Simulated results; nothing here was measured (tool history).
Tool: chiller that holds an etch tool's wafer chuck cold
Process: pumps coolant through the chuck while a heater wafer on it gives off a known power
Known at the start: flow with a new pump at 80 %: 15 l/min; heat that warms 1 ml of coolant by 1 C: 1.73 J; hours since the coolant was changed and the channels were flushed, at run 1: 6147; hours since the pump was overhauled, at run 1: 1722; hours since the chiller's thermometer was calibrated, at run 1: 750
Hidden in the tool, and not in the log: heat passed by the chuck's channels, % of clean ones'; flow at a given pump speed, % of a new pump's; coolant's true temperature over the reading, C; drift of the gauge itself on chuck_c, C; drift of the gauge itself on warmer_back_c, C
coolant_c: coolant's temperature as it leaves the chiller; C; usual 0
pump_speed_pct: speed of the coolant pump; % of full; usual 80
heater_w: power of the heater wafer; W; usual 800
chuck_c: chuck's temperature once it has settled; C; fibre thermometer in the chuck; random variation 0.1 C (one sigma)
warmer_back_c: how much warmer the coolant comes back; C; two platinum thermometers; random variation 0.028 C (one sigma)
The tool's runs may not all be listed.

run,hour,coolant_c,pump_speed_pct,heater_w,hours since the coolant was changed and the channels were flushed,hours since the pump was overhauled,hours since the chiller's thermometer was calibrated,chuck_c,warmer_back_c
1,0,0,80,800,6147,1722,750,6.4,1.95
2,76.8,0,80,800,6224,1799,826,6.3,1.86
3,156.8,0,80,800,6304,1879,906,6.5,1.9
4,217.5,-5,80,800,6365,1939,967,1.5,1.86
5,263.5,0,80,800,6411,1985,1013,6.5,1.83
6,316.9,0,80,800,6464,2039,1066,6.4,1.9
7,412.5,0,80,800,6560,2134,1162,6.4,1.94
8,507.2,0,80,800,6655,2229,1257,6.5,1.9
# hour 558.1: coolant changed, channels flushed
9,577.9,0,72,800,20,2294,1321,6,2.11
10,620.1,0,72,800,62,2336,1364,6.1,2.13
11,697.8,0,72,800,140,2414,1441,6.1,2.18
12,758.7,0,72,800,201,2475,1502,6.2,2.12
13,835.3,0,72,800,277,2551,1579,6.2,2.14
14,916.5,0,72,800,358,2632,1660,6.2,2.19
15,959.7,0,72,800,402,2676,1703,6.3,2.18
16,1034.8,0,80,800,477,2751,1778,5.7,1.93
17,1126.5,8,72,966,568,2842,1870,15.5,2.59
18,1184.4,8,72,966,626,2900,1928,15.5,2.58
19,1263.6,8,72,823,706,2979,2007,14.6,2.2
20,1312.9,-3,61,609,755,3029,2056,2.5,1.91
21,1364.4,-3,91,644,806,3080,2108,1.1,1.37
22,1446.9,-9,80,938,889,3163,2190,-2.2,2.2
23,1500.9,7,86,670,943,3217,2244,11.4,1.51
24,1558,7,66,448,1000,3274,2301,10.9,1.34
25,1626.5,5,80,797,1068,3342,2370,10.8,1.93
# hour 1643.5: chiller's thermometer calibrated
26,1727,9,76,438,1168,3442,84,12.2,1.14
27,1797.7,9,76,438,1239,3513,154,12.1,1.15
28,1850.2,-4,65,800,1291,3565,207,2.9,2.4
29,1896.5,-8,80,685,1337,3611,253,-3.1,1.63
30,1975.8,-2,80,526,1417,3691,332,1.9,1.3
31,2033,7,80,545,1474,3748,390,10.9,1.32

Forecast each of these 4 alternatives for the next run:
A,2085.6,-8,73,800,1527,3800,442,?,?
B,2085.6,4,79,753,1527,3800,442,?,?
C,2085.6,0,71,545,1527,3800,442,?,?
D,2085.6,0,83,453,1527,3800,442,?,?

run,chuck_c,warmer_back_c
A,-1.8,2.14
B,9.6,1.86
C,4.4,1.49
D,2.9,1.03
Without the tool's hidden state the same runs would have given:
run,chuck_c,warmer_back_c
A,-2.2,2.01
B,9.3,1.75
C,4.2,1.4
D,2.8,0.96
